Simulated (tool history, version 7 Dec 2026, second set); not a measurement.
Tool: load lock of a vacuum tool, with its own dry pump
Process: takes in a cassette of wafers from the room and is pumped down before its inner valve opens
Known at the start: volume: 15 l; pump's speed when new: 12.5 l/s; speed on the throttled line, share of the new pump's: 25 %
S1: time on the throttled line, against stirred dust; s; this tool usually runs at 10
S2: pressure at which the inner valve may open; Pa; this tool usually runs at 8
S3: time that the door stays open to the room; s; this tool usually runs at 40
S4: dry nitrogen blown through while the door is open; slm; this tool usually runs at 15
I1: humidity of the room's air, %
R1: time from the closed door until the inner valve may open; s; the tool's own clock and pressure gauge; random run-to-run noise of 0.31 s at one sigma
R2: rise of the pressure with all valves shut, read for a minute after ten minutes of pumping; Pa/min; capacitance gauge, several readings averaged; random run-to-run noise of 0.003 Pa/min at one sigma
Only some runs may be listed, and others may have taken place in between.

run 1 day=0.000 | S1=10 S2=8 S3=40 S4=15 | I1=47.0 | R1=21.3 R2=0.077
run 2 day=7.012 | S1=10 S2=8 S3=40 S4=15 | I1=41.0 | R1=21.3 R2=0.077
run 3 day=16.125 | S1=10 S2=11 S3=40 S4=15 | I1=44.3 | R1=20.5 R2=0.091
run 4 day=20.529 | S1=10 S2=8 S3=199 S4=15 | I1=46.0 | R1=21.2 R2=0.113
run 5 day=27.667 | S1=10 S2=8 S3=199 S4=15 | I1=46.4 | R1=21.5 R2=0.127
run 6 day=34.592 | S1=10 S2=8 S3=51 S4=15 | I1=45.3 | R1=21.6 R2=0.115
run 7 day=43.858 | S1=10 S2=8 S3=51 S4=15 | I1=43.9 | R1=21.3 R2=0.124
run 8 day=51.204 | S1=10 S2=9 S3=40 S4=15 | I1=40.3 | R1=21.4 R2=0.122
run 9 day=60.696 | S1=10 S2=9 S3=40 S4=15 | I1=44.2 | R1=21.7 R2=0.134
run 10 day=67.142 | S1=10 S2=8 S3=40 S4=5 | I1=45.7 | R1=21.4 R2=0.155
run 11 day=72.542 | S1=10 S2=8 S3=40 S4=5 | I1=44.0 | R1=22.1 R2=0.159
run 12 day=81.454 | S1=10 S2=8 S3=40 S4=5 | I1=43.8 | R1=21.7 R2=0.171
-- day=87.075 dry pump taken out, an overhauled one fitted
run 13 day=91.929 | S1=13 S2=8 S3=40 S4=15 | I1=43.7 | R1=21.3 R2=0.174
run 14 day=96.188 | S1=13 S2=8 S3=40 S4=15 | I1=44.0 | R1=21.2 R2=0.179
run 15 day=105.262 | S1=9 S2=8 S3=40 S4=15 | I1=45.8 | R1=18.2 R2=0.197
run 16 day=111.800 | S1=9 S2=8 S3=40 S4=15 | I1=46.2 | R1=18.3 R2=0.203
run 17 day=118.600 | S1=9 S2=8 S3=40 S4=15 | I1=44.0 | R1=18.4 R2=0.208
run 18 day=124.258 | S1=10 S2=8 S3=40 S4=15 | I1=46.7 | R1=19.3 R2=0.218
run 19 day=130.788 | S1=11 S2=8 S3=40 S4=7 | I1=47.6 | R1=20.2 R2=0.246
run 20 day=136.283 | S1=11 S2=8 S3=40 S4=7 | I1=48.2 | R1=19.9 R2=0.255
run 21 day=144.129 | S1=10 S2=8 S3=40 S4=4 | I1=42.1 | R1=19.3 R2=0.266
run 22 day=148.950 | S1=10 S2=16 S3=173 S4=13 | I1=43.4 | R1=18.4 R2=0.282
run 23 day=153.721 | S1=10 S2=16 S3=173 S4=13 | I1=41.7 | R1=18.4 R2=0.286
run 24 day=161.029 | S1=10 S2=16 S3=173 S4=13 | I1=47.6 | R1=18.7 R2=0.315
run 25 day=166.429 | S1=7 S2=10 S3=40 S4=15 | I1=46.5 | R1=16.6 R2=0.291
run 26 day=172.479 | S1=15 S2=11 S3=49 S4=15 | I1=49.9 | R1=22.7 R2=0.310
run 27 day=182.750 | S1=19 S2=14 S3=182 S4=6 | I1=44.5 | R1=25.6 R2=0.366
run 28 day=190.338 | S1=6 S2=8 S3=40 S4=27 | I1=43.6 | R1=16.5 R2=0.327
run 29 day=196.375 | S1=6 S2=8 S3=40 S4=27 | I1=46.9 | R1=16.1 R2=0.349
run 30 day=206.254 | S1=10 S2=8 S3=40 S4=11 | I1=44.4 | R1=19.4 R2=0.370
run 31 day=214.979 | S1=10 S2=8 S3=40 S4=15 | I1=46.6 | R1=20.3 R2=0.390
run 32 day=224.208 | S1=15 S2=14 S3=57 S4=34 | I1=44.2 | R1=22.9 R2=0.398
run 33 day=232.717 | S1=20 S2=8 S3=40 S4=14 | I1=40.8 | R1=26.9 R2=0.424
run 34 day=237.792 | S1=18 S2=10 S3=48 S4=39 | I1=45.2 | R1=25.2 R2=0.436
run 35 day=243.688 | S1=8 S2=8 S3=40 S4=15 | I1=45.7 | R1=18.1 R2=0.457
run 36 day=249.246 | S1=18 S2=9 S3=47 S4=6 | I1=47.8 | R1=25.3 R2=0.495

4 options for the next run, each taken on its own from the tool as it stands now. Forecast them:
run A day=257.129 | S1=19 S2=8 S3=27 S4=15 | I1=43.0 | R1=? R2=?
run B day=257.129 | S1=19 S2=8 S3=40 S4=5 | I1=47.0 | R1=? R2=?
run C day=257.129 | S1=10 S2=6 S3=158 S4=9 | I1=43.9 | R1=? R2=?
run D day=257.129 | S1=18 S2=10 S3=47 S4=15 | I1=45.3 | R1=? R2=?

run=A R1=26.5 R2=0.488
run=B R1=26.6 R2=0.497
run=C R1=20.8 R2=0.515
run=D R1=25.6 R2=0.481
The same runs, with their run-to-run variation unchanged, on a tool lacking any hidden condition would have given:
run=A R1=25.7 R2=0.042
run=B R1=25.8 R2=0.058
run=C R1=19.6 R2=0.072
run=D R1=24.8 R2=0.043
